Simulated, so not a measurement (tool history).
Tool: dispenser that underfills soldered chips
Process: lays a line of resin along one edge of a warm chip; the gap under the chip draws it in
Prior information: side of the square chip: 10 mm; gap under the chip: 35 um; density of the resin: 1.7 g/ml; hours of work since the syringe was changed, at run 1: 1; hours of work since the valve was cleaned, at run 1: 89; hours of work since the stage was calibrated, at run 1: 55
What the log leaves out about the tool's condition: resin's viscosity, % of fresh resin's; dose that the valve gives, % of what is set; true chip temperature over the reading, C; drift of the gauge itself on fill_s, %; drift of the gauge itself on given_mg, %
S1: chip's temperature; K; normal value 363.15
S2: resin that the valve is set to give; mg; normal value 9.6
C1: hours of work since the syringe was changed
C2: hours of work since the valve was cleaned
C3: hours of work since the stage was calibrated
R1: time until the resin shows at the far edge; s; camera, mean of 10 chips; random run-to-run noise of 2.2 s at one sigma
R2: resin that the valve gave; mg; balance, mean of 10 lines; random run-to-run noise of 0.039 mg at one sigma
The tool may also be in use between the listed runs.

run	day	S1	S2	C1	C2	C3	R1	R2
1	0	363.15	9.6	1	89	55	227.5	9.18
2	0.246	363.15	9.6	5	94	60	262.7	9.07
# day 0.367: new syringe of resin
# day 0.767: new syringe of resin
3	0.854	363.15	9.6	1	104	70	227.2	9.09
# day 1.162: new syringe of resin
4	1.267	363.15	9.6	2	110	76	240.8	8.95
# day 1.579: new syringe of resin
5	1.704	363.15	9.6	2	118	84	234.4	9.04
# day 1.983: new syringe of resin
6	2.112	363.15	9.09	2	125	91	244.9	8.51
# day 2.404: new syringe of resin
7	2.704	362.15	10.31	5	135	101	272.9	9.5
# day 2.8: new syringe of resin
8	3.058	369.15	10.31	4	141	107	196.5	9.54
# day 3.188: new syringe of resin
# day 3.433: dispensing valve cleaned and set on the balance
# day 3.621: new syringe of resin
9	3.683	371.15	9.6	1	4	116	164.4	9.55
# day 4.025: new syringe of resin
10	4.079	371.15	9.6	1	11	123	159.1	9.57
# day 4.425: new syringe of resin
11	4.425	350.15	10.7	0	16	129	363.1	10.56

Branching from run 11: 3 alternative next runs. What would each branch give?
A	4.717	350.15	9.9	5	21	134	?	?
B	4.717	352.15	9.26	5	21	134	?	?
C	4.717	364.15	10.32	5	21	134	?	?

run	R1	R2
A	439.3	9.75
B	412.9	9.09
C	247.8	10.12
Had the tool no hidden state, the same runs would have come out as:
run	R1	R2
A	361.7	9.87
B	339.9	9.2
C	204.3	10.24
